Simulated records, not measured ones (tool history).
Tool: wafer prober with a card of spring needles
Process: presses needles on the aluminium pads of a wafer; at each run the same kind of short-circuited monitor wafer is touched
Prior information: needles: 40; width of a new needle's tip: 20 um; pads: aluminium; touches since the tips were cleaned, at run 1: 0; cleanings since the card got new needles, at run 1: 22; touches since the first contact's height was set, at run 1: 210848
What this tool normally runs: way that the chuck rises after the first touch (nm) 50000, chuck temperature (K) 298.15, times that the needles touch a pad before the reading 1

| run | hour | way that the chuck rises after the first touch (nm) | chuck temperature (K) | times that the needles touch a pad before the reading | touches since the tips were cleaned | cleanings since the card got new needles | touches since the first contact's height was set | resistance of one needle with its contact and lead (mohm) | way that a needle slides on the pad (nm) |
|---|---|---|---|---|---|---|---|---|---|
| 1 | 0 | 50000 | 298.15 | 1 | 0 | 22 | 210848 | 225 | 6250 |
|  | 17 | tips cleaned on abrasive film |
| 2 | 17.6 | 50000 | 298.15 | 1 | 282 | 23 | 219690 | 236 | 6210 |
|  | 34.2 | tips cleaned on abrasive film |
| 3 | 41 | 50000 | 298.15 | 1 | 3440 | 24 | 231468 | 324 | 6190 |
|  | 51.8 | tips cleaned on abrasive film |
| 4 | 60.4 | 50000 | 298.15 | 1 | 4365 | 25 | 241247 | 341 | 6200 |
|  | 65.9 | height of the first contact set anew |
|  | 68.9 | tips cleaned on abrasive film |
| 5 | 80.4 | 67000 | 298.15 | 1 | 5781 | 26 | 7270 | 291 | 8280 |
|  | 86.3 | tips cleaned on abrasive film |
|  | 103.2 | tips cleaned on abrasive film |
| 6 | 107.3 | 50000 | 393.15 | 1 | 2070 | 28 | 20784 | 306 | 6150 |
|  | 119.1 | tips cleaned on abrasive film |
|  | 135.3 | tips cleaned on abrasive film |
| 7 | 137.3 | 50000 | 393.15 | 1 | 1016 | 30 | 35877 | 268 | 6160 |
|  | 152.2 | tips cleaned on abrasive film |
| 8 | 161.3 | 50000 | 393.15 | 1 | 4605 | 31 | 47973 | 359 | 6130 |
|  | 168 | height of the first contact set anew, once more |
|  | 170.4 | tips cleaned on abrasive film |
|  | 188.1 | tips cleaned on abrasive film |
| 9 | 201.2 | 50000 | 393.15 | 1 | 6649 | 33 | 16714 | 362 | 6310 |
|  | 207 | tips cleaned on abrasive film |
|  | 223.8 | tips cleaned on abrasive film |
|  | 241.3 | tips cleaned on abrasive film |
| 10 | 241.5 | 50000 | 393.15 | 1 | 124 | 36 | 36956 | 250 | 6370 |
|  | 257.9 | tips cleaned on abrasive film |
| 11 | 264.5 | 50000 | 298.15 | 1 | 3330 | 37 | 48515 | 320 | 6340 |
|  | 274.7 | tips cleaned on abrasive film |
|  | 291.9 | tips cleaned on abrasive film |
| 12 | 301.8 | 33000 | 353.15 | 2 | 5019 | 39 | 67318 | 404 | 4080 |
|  | 309.5 | tips cleaned on abrasive film |
|  | 326.2 | tips cleaned on abrasive film |
| 13 | 338.8 | 53000 | 374.15 | 1 | 6385 | 41 | 85916 | 344 | 6670 |
|  | 344.1 | tips cleaned on abrasive film |
| 14 | 358.4 | 41000 | 397.15 | 2 | 7238 | 42 | 95767 | 352 | 5190 |
|  | 361.8 | tips cleaned on abrasive film |
|  | 380.4 | tips cleaned on abrasive film |
| 15 | 384.5 | 41000 | 397.15 | 2 | 2068 | 44 | 108902 | 305 | 5130 |

Run 16 comes next. What will it give?
|  | 398.8 | tips cleaned on abrasive film |
|  | 415.8 | tips cleaned on abrasive film |
| 16 | 421.3 | 41000 | 397.15 | 2 | 2793 | 46 | 127429 | ? | ? |

resistance of one needle with its contact and lead (mohm): 320
way that a needle slides on the pad (nm): 5060
On a tool with no hidden condition, and with the same random variation, this run would have come out at resistance of one needle with its contact and lead (mohm) 236, way that a needle slides on the pad (nm) 5180.
